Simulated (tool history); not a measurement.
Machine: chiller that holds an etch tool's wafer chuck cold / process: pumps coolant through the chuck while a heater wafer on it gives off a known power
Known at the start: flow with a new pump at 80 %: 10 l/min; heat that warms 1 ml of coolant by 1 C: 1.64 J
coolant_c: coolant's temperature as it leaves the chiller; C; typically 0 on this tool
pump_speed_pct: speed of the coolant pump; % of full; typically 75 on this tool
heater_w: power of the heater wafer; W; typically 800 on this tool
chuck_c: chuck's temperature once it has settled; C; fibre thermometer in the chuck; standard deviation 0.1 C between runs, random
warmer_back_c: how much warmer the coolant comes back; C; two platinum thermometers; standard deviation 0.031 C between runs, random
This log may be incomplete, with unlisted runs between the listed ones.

run 1 hour=0 | coolant_c=0 pump_speed_pct=75 heater_w=800 | chuck_c=8.2 warmer_back_c=3.46
-- hour=46 chiller's thermometer calibrated
run 2 hour=102.4 | coolant_c=0 pump_speed_pct=68 heater_w=800 | chuck_c=9.5 warmer_back_c=3.9
run 3 hour=223.1 | coolant_c=5 pump_speed_pct=75 heater_w=800 | chuck_c=13.5 warmer_back_c=3.5
run 4 hour=394.6 | coolant_c=5 pump_speed_pct=75 heater_w=800 | chuck_c=13.5 warmer_back_c=3.49
run 5 hour=553.7 | coolant_c=5 pump_speed_pct=75 heater_w=800 | chuck_c=13.5 warmer_back_c=3.5
run 6 hour=728.8 | coolant_c=5 pump_speed_pct=75 heater_w=800 | chuck_c=13.6 warmer_back_c=3.59
-- hour=748.7 chiller's thermometer calibrated, once more
run 7 hour=936.8 | coolant_c=5 pump_speed_pct=75 heater_w=800 | chuck_c=13.4 warmer_back_c=3.59
run 8 hour=1144.1 | coolant_c=0 pump_speed_pct=75 heater_w=619 | chuck_c=6.5 warmer_back_c=2.67
run 9 hour=1337.5 | coolant_c=0 pump_speed_pct=75 heater_w=619 | chuck_c=6.8 warmer_back_c=2.77
run 10 hour=1488.2 | coolant_c=0 pump_speed_pct=73 heater_w=925 | chuck_c=10.3 warmer_back_c=4.23

Here are 5 independent what-if runs from the current tool condition. What would each one return?
run A hour=1667.6 | coolant_c=0 pump_speed_pct=81 heater_w=459 | chuck_c=? warmer_back_c=?
run B hour=1667.6 | coolant_c=10 pump_speed_pct=91 heater_w=597 | chuck_c=? warmer_back_c=?
run C hour=1667.6 | coolant_c=0 pump_speed_pct=89 heater_w=800 | chuck_c=? warmer_back_c=?
run D hour=1667.6 | coolant_c=-2 pump_speed_pct=75 heater_w=775 | chuck_c=? warmer_back_c=?
run E hour=1667.6 | coolant_c=-8 pump_speed_pct=90 heater_w=893 | chuck_c=? warmer_back_c=?

run=A chuck_c=4.7 warmer_back_c=1.94
run=B chuck_c=15.3 warmer_back_c=2.15
run=C chuck_c=7.3 warmer_back_c=2.95
run=D chuck_c=6.4 warmer_back_c=3.45
run=E chuck_c=0 warmer_back_c=3.31
Stripped of hidden state, with their random variation kept, the same runs would have yielded:
run=A chuck_c=3.9 warmer_back_c=1.71
run=B chuck_c=14.4 warmer_back_c=1.89
run=C chuck_c=6.1 warmer_back_c=2.59
run=D chuck_c=5.1 warmer_back_c=3.03
run=E chuck_c=-1.3 warmer_back_c=2.91

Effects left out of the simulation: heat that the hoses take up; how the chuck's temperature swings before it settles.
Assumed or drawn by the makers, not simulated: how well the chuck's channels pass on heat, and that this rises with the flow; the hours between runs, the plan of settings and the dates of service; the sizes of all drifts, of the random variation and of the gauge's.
